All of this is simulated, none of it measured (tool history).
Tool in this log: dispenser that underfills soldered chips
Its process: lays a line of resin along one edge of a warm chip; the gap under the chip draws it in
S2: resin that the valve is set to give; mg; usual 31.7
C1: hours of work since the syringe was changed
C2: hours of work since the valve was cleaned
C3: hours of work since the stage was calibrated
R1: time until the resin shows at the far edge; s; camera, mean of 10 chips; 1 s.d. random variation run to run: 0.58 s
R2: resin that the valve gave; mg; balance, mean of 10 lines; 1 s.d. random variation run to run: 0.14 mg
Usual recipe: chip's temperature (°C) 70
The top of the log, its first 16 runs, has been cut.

{"run": 17, "hour": 85.6, "chip's temperature (°C)": 70, "S2": 31.7, "C1": 8, "C2": 119, "C3": 227, "R1": 78.2, "R2": 29.4}
{"hour": 89.3, "done": "new syringe of resin"}
{"run": 18, "hour": 89.6, "chip's temperature (°C)": 84, "S2": 35.2, "C1": 0, "C2": 121, "C3": 229, "R1": 24.7, "R2": 32.37}
{"run": 19, "hour": 96.4, "chip's temperature (°C)": 66, "S2": 39.6, "C1": 5, "C2": 125, "C3": 233, "R1": 70.5, "R2": 36.71}
{"run": 20, "hour": 103.2, "chip's temperature (°C)": 70, "S2": 28.7, "C1": 9, "C2": 130, "C3": 238, "R1": 84.1, "R2": 26.35}
{"hour": 105.7, "done": "new syringe of resin"}
{"run": 21, "hour": 107.0, "chip's temperature (°C)": 70, "S2": 38.9, "C1": 1, "C2": 132, "C3": 240, "R1": 48.2, "R2": 35.75}
{"run": 22, "hour": 111.1, "chip's temperature (°C)": 82, "S2": 34.8, "C1": 4, "C2": 135, "C3": 243, "R1": 32.2, "R2": 32.12}
{"hour": 114.8, "done": "dispensing valve cleaned and set on the balance"}
{"run": 23, "hour": 117.4, "chip's temperature (°C)": 81, "S2": 31.7, "C1": 7, "C2": 2, "C3": 246, "R1": 44.2, "R2": 31.59}
{"hour": 123.1, "done": "new syringe of resin"}
{"run": 24, "hour": 124.0, "chip's temperature (°C)": 81, "S2": 31.7, "C1": 1, "C2": 6, "C3": 250, "R1": 28.9, "R2": 31.58}
{"run": 25, "hour": 129.3, "chip's temperature (°C)": 72, "S2": 31.7, "C1": 4, "C2": 9, "C3": 254, "R1": 53.1, "R2": 31.46}
{"run": 26, "hour": 134.0, "chip's temperature (°C)": 72, "S2": 31.7, "C1": 7, "C2": 12, "C3": 257, "R1": 64.3, "R2": 31.51}
{"run": 27, "hour": 137.9, "chip's temperature (°C)": 72, "S2": 31.7, "C1": 10, "C2": 15, "C3": 259, "R1": 75.7, "R2": 31.37}
{"hour": 139.6, "done": "new syringe of resin"}
{"run": 28, "hour": 142.2, "chip's temperature (°C)": 72, "S2": 31.7, "C1": 2, "C2": 17, "C3": 262, "R1": 46.3, "R2": 31.28}
{"run": 29, "hour": 146.9, "chip's temperature (°C)": 77, "S2": 33.3, "C1": 5, "C2": 20, "C3": 265, "R1": 44, "R2": 32.77}
{"run": 30, "hour": 150.3, "chip's temperature (°C)": 77, "S2": 33.3, "C1": 7, "C2": 22, "C3": 267, "R1": 50.4, "R2": 32.62}
{"hour": 155.8, "done": "new syringe of resin"}
{"run": 31, "hour": 156.6, "chip's temperature (°C)": 58, "S2": 34.2, "C1": 1, "C2": 26, "C3": 271, "R1": 79.3, "R2": 33.59}
{"run": 32, "hour": 163.1, "chip's temperature (°C)": 64, "S2": 31.7, "C1": 5, "C2": 31, "C3": 275, "R1": 79.3, "R2": 31.07}
{"run": 33, "hour": 166.4, "chip's temperature (°C)": 67, "S2": 31.7, "C1": 7, "C2": 33, "C3": 277, "R1": 80.2, "R2": 30.99}

Here are 5 independent what-if runs from the current tool condition. What would each one return?
{"run": "A", "hour": 170.2, "chip's temperature (°C)": 84, "S2": 34.4, "C1": 9, "C2": 35, "C3": 280, "R1": "?", "R2": "?"}
{"run": "B", "hour": 170.2, "chip's temperature (°C)": 55, "S2": 40.6, "C1": 9, "C2": 35, "C3": 280, "R1": "?", "R2": "?"}
{"run": "C", "hour": 170.2, "chip's temperature (°C)": 61, "S2": 27, "C1": 9, "C2": 35, "C3": 280, "R1": "?", "R2": "?"}
{"run": "D", "hour": 170.2, "chip's temperature (°C)": 67, "S2": 30.4, "C1": 9, "C2": 35, "C3": 280, "R1": "?", "R2": "?"}
{"run": "E", "hour": 170.2, "chip's temperature (°C)": 58, "S2": 39.7, "C1": 9, "C2": 35, "C3": 280, "R1": "?", "R2": "?"}

run=A R1=42.9 R2=33.76
run=B R1=161.8 R2=39.99
run=C R1=128.5 R2=26.38
run=D R1=93.1 R2=29.35
run=E R1=138 R2=38.63
With no hidden state in the tool, these same runs would have given:
run=A R1=26.4 R2=34.61
run=B R1=102.3 R2=41
run=C R1=80.1 R2=27.05
run=D R1=58.2 R2=30.09
run=E R1=86.9 R2=39.61
